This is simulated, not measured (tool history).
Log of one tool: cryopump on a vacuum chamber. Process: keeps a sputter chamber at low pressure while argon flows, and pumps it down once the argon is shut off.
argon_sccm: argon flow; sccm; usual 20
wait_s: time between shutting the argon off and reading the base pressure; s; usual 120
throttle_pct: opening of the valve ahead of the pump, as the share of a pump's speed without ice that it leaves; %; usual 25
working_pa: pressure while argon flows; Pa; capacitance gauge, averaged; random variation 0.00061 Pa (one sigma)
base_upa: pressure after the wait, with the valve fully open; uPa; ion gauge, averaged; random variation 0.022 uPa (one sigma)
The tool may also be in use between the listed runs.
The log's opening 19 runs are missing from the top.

-- hour=627.5 pump warmed up, emptied and cooled again
run 20 hour=658.6 | argon_sccm=23 wait_s=37 throttle_pct=22 | working_pa=0.1143 base_upa=1.98
run 21 hour=685.5 | argon_sccm=9 wait_s=169 throttle_pct=34 | working_pa=0.0284 base_upa=1.03
run 22 hour=723.6 | argon_sccm=11 wait_s=25 throttle_pct=18 | working_pa=0.0669 base_upa=2.70
run 23 hour=748.2 | argon_sccm=22 wait_s=25 throttle_pct=18 | working_pa=0.1320 base_upa=2.70
run 24 hour=770.4 | argon_sccm=22 wait_s=25 throttle_pct=18 | working_pa=0.1336 base_upa=2.75
run 25 hour=794.8 | argon_sccm=22 wait_s=25 throttle_pct=18 | working_pa=0.1343 base_upa=2.74
run 26 hour=834.1 | argon_sccm=29 wait_s=45 throttle_pct=24 | working_pa=0.1334 base_upa=1.93
run 27 hour=852.8 | argon_sccm=29 wait_s=252 throttle_pct=53 | working_pa=0.0621 base_upa=1.16
run 28 hour=893.0 | argon_sccm=29 wait_s=252 throttle_pct=53 | working_pa=0.0615 base_upa=1.19
run 29 hour=938.5 | argon_sccm=10 wait_s=67 throttle_pct=16 | working_pa=0.0689 base_upa=1.82
run 30 hour=983.4 | argon_sccm=20 wait_s=250 throttle_pct=25 | working_pa=0.0897 base_upa=1.31
run 31 hour=1020.5 | argon_sccm=20 wait_s=250 throttle_pct=25 | working_pa=0.0887 base_upa=1.38
run 32 hour=1041.5 | argon_sccm=21 wait_s=215 throttle_pct=18 | working_pa=0.1287 base_upa=1.46
run 33 hour=1068.0 | argon_sccm=37 wait_s=215 throttle_pct=60 | working_pa=0.0715 base_upa=1.43
run 34 hour=1114.1 | argon_sccm=37 wait_s=215 throttle_pct=60 | working_pa=0.0716 base_upa=1.52
run 35 hour=1155.7 | argon_sccm=13 wait_s=46 throttle_pct=25 | working_pa=0.0582 base_upa=2.40

Predict each of these 3 candidate next runs independently; none follows another, all start after run 35:
run A hour=1194.0 | argon_sccm=26 wait_s=120 throttle_pct=18 | working_pa=? base_upa=?
run B hour=1194.0 | argon_sccm=31 wait_s=158 throttle_pct=40 | working_pa=? base_upa=?
run C hour=1194.0 | argon_sccm=11 wait_s=197 throttle_pct=17 | working_pa=? base_upa=?

run=A working_pa=0.1596 base_upa=1.83
run=B working_pa=0.0880 base_upa=1.72
run=C working_pa=0.0718 base_upa=1.67
The same runs, with their run-to-run variation unchanged, on a tool lacking any hidden condition would have given:
run=A working_pa=0.1551 base_upa=0.57
run=B working_pa=0.0825 base_upa=0.50
run=C working_pa=0.0698 base_upa=0.41

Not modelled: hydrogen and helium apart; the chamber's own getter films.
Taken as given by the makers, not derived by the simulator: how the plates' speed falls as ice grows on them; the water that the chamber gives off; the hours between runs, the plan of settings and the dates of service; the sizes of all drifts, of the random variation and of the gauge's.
